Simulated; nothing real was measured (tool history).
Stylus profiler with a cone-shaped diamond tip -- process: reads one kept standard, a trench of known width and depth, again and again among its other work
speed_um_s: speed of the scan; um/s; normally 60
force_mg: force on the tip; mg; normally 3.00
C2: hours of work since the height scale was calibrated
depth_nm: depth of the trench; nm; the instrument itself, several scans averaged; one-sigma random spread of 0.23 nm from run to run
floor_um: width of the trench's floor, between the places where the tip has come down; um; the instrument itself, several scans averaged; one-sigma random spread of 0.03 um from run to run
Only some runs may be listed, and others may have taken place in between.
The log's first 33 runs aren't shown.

{"run": 34, "hour": 639.2, "speed_um_s": 81, "force_mg": 7.03, "scans with this tip": 6132, "C2": 69, "depth_nm": 1027.46, "floor_um": 44.63}
{"hour": 651.3, "done": "height scale calibrated on a step standard, once more"}
{"run": 35, "hour": 661.5, "speed_um_s": 78, "force_mg": 1.32, "scans with this tip": 6277, "C2": 6, "depth_nm": 1009.88, "floor_um": 44.5}
{"run": 36, "hour": 689.0, "speed_um_s": 16, "force_mg": 2.77, "scans with this tip": 6458, "C2": 24, "depth_nm": 1015.93, "floor_um": 44.69}
{"run": 37, "hour": 716.4, "speed_um_s": 56, "force_mg": 2.77, "scans with this tip": 6640, "C2": 41, "depth_nm": 1015.45, "floor_um": 44.55}
{"run": 38, "hour": 740.1, "speed_um_s": 56, "force_mg": 2.77, "scans with this tip": 6796, "C2": 56, "depth_nm": 1015.82, "floor_um": 44.56}
{"run": 39, "hour": 755.3, "speed_um_s": 24, "force_mg": 2.63, "scans with this tip": 6896, "C2": 66, "depth_nm": 1015.28, "floor_um": 44.57}
{"run": 40, "hour": 774.1, "speed_um_s": 22, "force_mg": 3.48, "scans with this tip": 7021, "C2": 78, "depth_nm": 1018.44, "floor_um": 44.5}
{"run": 41, "hour": 796.0, "speed_um_s": 22, "force_mg": 3.48, "scans with this tip": 7165, "C2": 91, "depth_nm": 1018.37, "floor_um": 44.53}
{"run": 42, "hour": 808.4, "speed_um_s": 25, "force_mg": 3.12, "scans with this tip": 7247, "C2": 99, "depth_nm": 1017.03, "floor_um": 44.49}
{"run": 43, "hour": 828.2, "speed_um_s": 61, "force_mg": 2.62, "scans with this tip": 7378, "C2": 112, "depth_nm": 1015.23, "floor_um": 44.37}
{"run": 44, "hour": 856.9, "speed_um_s": 35, "force_mg": 2.55, "scans with this tip": 7568, "C2": 130, "depth_nm": 1014.31, "floor_um": 44.35}
{"run": 45, "hour": 883.2, "speed_um_s": 60, "force_mg": 6.61, "scans with this tip": 7741, "C2": 147, "depth_nm": 1027.92, "floor_um": 44.36}
{"run": 46, "hour": 907.4, "speed_um_s": 22, "force_mg": 4.36, "scans with this tip": 7901, "C2": 162, "depth_nm": 1020.9, "floor_um": 44.29}

What if the next run were any one of these 3? Each begins from the tool's condition after run 46:
{"run": "A", "hour": 920.5, "speed_um_s": 63, "force_mg": 3.05, "scans with this tip": 7988, "C2": 170, "depth_nm": "?", "floor_um": "?"}
{"run": "B", "hour": 920.5, "speed_um_s": 223, "force_mg": 3.0, "scans with this tip": 7988, "C2": 170, "depth_nm": "?", "floor_um": "?"}
{"run": "C", "hour": 920.5, "speed_um_s": 39, "force_mg": 1.31, "scans with this tip": 7988, "C2": 170, "depth_nm": "?", "floor_um": "?"}

run=A depth_nm=1016.60 floor_um=44.25
run=B depth_nm=1016.46 floor_um=44.01
run=C depth_nm=1008.91 floor_um=44.28
What these runs would have given with no unlogged condition in the tool:
run=A depth_nm=1017.02 floor_um=46.43
run=B depth_nm=1016.88 floor_um=46.19
run=C depth_nm=1009.33 floor_um=46.45

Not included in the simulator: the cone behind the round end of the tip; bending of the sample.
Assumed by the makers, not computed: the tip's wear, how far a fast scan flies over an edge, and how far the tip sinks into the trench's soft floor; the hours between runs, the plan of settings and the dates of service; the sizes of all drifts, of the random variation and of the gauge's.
